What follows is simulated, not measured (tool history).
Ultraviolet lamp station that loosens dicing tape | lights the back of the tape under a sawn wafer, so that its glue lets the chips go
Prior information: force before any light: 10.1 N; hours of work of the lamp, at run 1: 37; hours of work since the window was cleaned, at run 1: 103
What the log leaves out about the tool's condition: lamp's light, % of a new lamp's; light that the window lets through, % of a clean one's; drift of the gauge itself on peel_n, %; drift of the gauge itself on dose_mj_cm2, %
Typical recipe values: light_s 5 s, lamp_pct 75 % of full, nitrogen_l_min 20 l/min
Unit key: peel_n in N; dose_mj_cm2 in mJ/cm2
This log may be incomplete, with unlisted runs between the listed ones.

run   hour  light_s  lamp_pct  nitrogen_l_min  hours of work of the lamp  hours of work since the window was cleaned  peel_n  dose_mj_cm2
  1      0        5        75              20                         37                                         103   1.383          367
  2   12.8        5        75              20                         45                                         111   1.358          363
  3   25.2        5        75              20                         53                                         119   1.359          366
  4   34.7        5        75              20                         59                                         125   1.394          364
  5   45.8        5        75              20                         66                                         132   1.361          361
  6   54.5        5        75              20                         72                                         138   1.386          362
  7   68.1        5        75              20                         81                                         146   1.404          358
  8     75        5        75              20                         85                                         151   1.442          354
  9   91.1        5        75              20                         95                                         161   1.472          352
 10   99.3        5        75              20                        101                                         166   1.424          355
 11  106.9        5        75              15                        105                                         171    1.59          354
 12  113.9        5        75              15                        110                                         176   1.549          349
 13  123.4        5        75              15                        116                                         182   1.554          348
 14  131.7        5        75              15                        121                                         187   1.627          350
 15  146.2        5        75              15                        130                                         196   1.594          343
 16  161.9        5        75              15                        141                                         206   1.566          348
 17  176.7        5        75              15                        150                                         216   1.608          339
 18  184.6        5        75              20                        155                                         221   1.554          345
 19  195.5        5        75              20                        162                                         228   1.555          342
 20    207        5        75              20                        169                                         235   1.534          342
 21  217.7        5        75              20                        176                                         242   1.532          337
 22  225.6        5        75              20                        181                                         247   1.542          337
 23  236.8        6        62              27                        188                                         254   1.439          334
 24  249.5        5        95              14                        197                                         262    1.22          424
 25  258.5        9        63              15                        202                                         268   0.755          509
 26  271.4        9        63              15                        210                                         276   0.757          503
 27  282.7        4        63              15                        218                                         283   3.088          221
 28  294.4        4        63              15                        225                                         291     3.1          221
 29    310       10        84              14                        235                                         301   0.382          733
     311.7  -- window cleaned of glue's vapour
 30  324.3       10        84              14                        244                                           8   0.389          713
 31  336.8       10        84              14                        252                                          16   0.388          720
 32    351        5        75               7                        261                                          25   2.424          319
 33  365.2        2        75               8                        270                                          34   5.717          127
       373  -- window cleaned of glue's vapour, once more
 34    381        2        75               8                        280                                           5   5.394          138
 35  389.1        2        75               8                        285                                          10    5.34          134
 36  395.9        2        75               8                        289                                          15   5.338          136
 37  405.4        2        75               8                        295                                          21   5.392          137
 38  416.4        2        75               8                        303                                          28   5.453          131
 39  423.9        6        75              35                        307                                          33   0.998          392
 40  430.6        7        97              35                        312                                          37   0.396          600
 41  443.7        3        82              28                        320                                          45   2.767          215
 42  454.2        5        74              20                        327                                          52    1.66          323
 43  465.2        5        89              12                        334                                          59   1.482          382
 44  473.9        8        63              40                        339                                          64   0.782          439

Selected run-to-run steps in peel_n, each split into two signed amounts: the part the tool would show with no hidden state at all (from settings, incoming material and random variation), and the remainder, which goes to the hidden state together with any gauge scatter not common to the measured and the hidden-state-free results:
Run 28 -> 29: light_s 4 -> 10, lamp_pct 63 -> 84, nitrogen_l_min 15 -> 14. peel_n -2.718 N: hidden state -0.44, all else -2.278.
Run 31 -> 32: light_s 10 -> 5, lamp_pct 84 -> 75, nitrogen_l_min 14 -> 7. peel_n +2.036 N: hidden state +0.483, all else +1.553.
Run 32 -> 33: light_s 5 -> 2, nitrogen_l_min 7 -> 8. peel_n +3.293 N: hidden state +0.083, all else +3.21.
Run 38 -> 39: light_s 2 -> 6, nitrogen_l_min 8 -> 35. peel_n -4.455 N: hidden state -0.241, all else -4.214.
Run 40 -> 41: light_s 7 -> 3, lamp_pct 97 -> 82, nitrogen_l_min 35 -> 28. peel_n +2.371 N: hidden state +0.42, all else +1.951.
